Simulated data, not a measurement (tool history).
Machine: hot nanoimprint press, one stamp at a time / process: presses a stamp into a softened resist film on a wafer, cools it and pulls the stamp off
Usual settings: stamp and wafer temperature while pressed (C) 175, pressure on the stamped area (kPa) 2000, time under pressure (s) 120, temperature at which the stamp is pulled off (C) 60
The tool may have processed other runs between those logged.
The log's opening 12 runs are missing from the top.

run   hour  stamp and wafer temperature while pressed (C)  pressure on the stamped area (kPa)  time under pressure (s)  temperature at which the stamp is pulled off (C)  hours of work since the thermocouple was calibrated  imprints on the stamp's release coat  hours of work since the press's seals were changed  resist left under the stamp's widest pad (angstrom)  greatest force while the stamp is pulled off (N)
 13  192.7                                            175                                2000                      120                                                60                                                  453                                   153                                                 278                                                 2353                                               160
 14  212.0                                            175                                2000                      120                                                60                                                  465                                   212                                                 290                                                 2350                                               159
     228.8  -- plate thermocouple calibrated
 15  233.7                                            175                                2000                      120                                                60                                                    3                                   270                                                 301                                                 2358                                               157
 16  252.7                                            175                                1400                      157                                                60                                                   15                                   328                                                 313                                                 2608                                               158
 17  267.4                                            175                                1400                      157                                                60                                                   24                                   373                                                 322                                                 2602                                               160
 18  279.2                                            176                                1720                       67                                                49                                                   31                                   409                                                 329                                                 2944                                               209
 19  292.9                                            172                                1360                       83                                                54                                                   40                                   452                                                 338                                                 3345                                               185
 20  313.8                                            172                                1360                       83                                                54                                                   52                                   516                                                 351                                                 3327                                               186
 21  325.9                                            172                                1360                       83                                                54                                                   60                                   553                                                 358                                                 3342                                               185
 22  336.6                                            186                                2050                       70                                                60                                                   66                                   586                                                 365                                                 2132                                               160
     348.2  -- gauge calibrated
     357.4  -- stamp cleaned and given a new release coat
 23  357.9                                            186                                2050                       70                                                60                                                   76                                     2                                                 374                                                 2182                                               161
 24  374.2                                            175                                2000                      163                                                60                                                   86                                    52                                                 384                                                 2161                                               157
 25  387.9                                            175                                2000                      163                                                60                                                   94                                    94                                                 392                                                 2166                                               160
 26  408.9                                            181                                2000                       98                                                66                                                  107                                   159                                                 405                                                 2198                                               132
 27  427.3                                            180                                2950                       63                                                45                                                  119                                   215                                                 417                                                 2082                                               226
 28  439.3                                            180                                2950                       63                                                45                                                  126                                   252                                                 424                                                 2086                                               226
 29  459.5                                            185                                2980                      118                                                63                                                  138                                   314                                                 437                                                 1482                                               146
 30  480.3                                            175                                1670                       62                                                49                                                  151                                   378                                                 449                                                 3160                                               212

Forecast each of these 4 alternatives for the next run:
  A  492.5                                            182                                2000                      120                                                53                                                  159                                   415                                                 457                                                    ?                                                 ?
  B  492.5                                            175                                1670                      187                                                52                                                  159                                   415                                                 457                                                    ?                                                 ?
  C  492.5                                            177                                1670                       62                                                64                                                  159                                   415                                                 457                                                    ?                                                 ?
  D  492.5                                            165                                2100                      211                                                49                                                  159                                   415                                                 457                                                    ?                                                 ?

run  resist left under the stamp's widest pad (angstrom)  greatest force while the stamp is pulled off (N)
  A                                                 1997                                               191
  B                                                 2275                                               197
  C                                                 3015                                               145
  D                                                 2500                                               210
Without the tool's unlogged condition, the same runs would have read:
run  resist left under the stamp's widest pad (angstrom)  greatest force while the stamp is pulled off (N)
  A                                                 2018                                               190
  B                                                 2300                                               197
  C                                                 3047                                               145
  D                                                 2527                                               209

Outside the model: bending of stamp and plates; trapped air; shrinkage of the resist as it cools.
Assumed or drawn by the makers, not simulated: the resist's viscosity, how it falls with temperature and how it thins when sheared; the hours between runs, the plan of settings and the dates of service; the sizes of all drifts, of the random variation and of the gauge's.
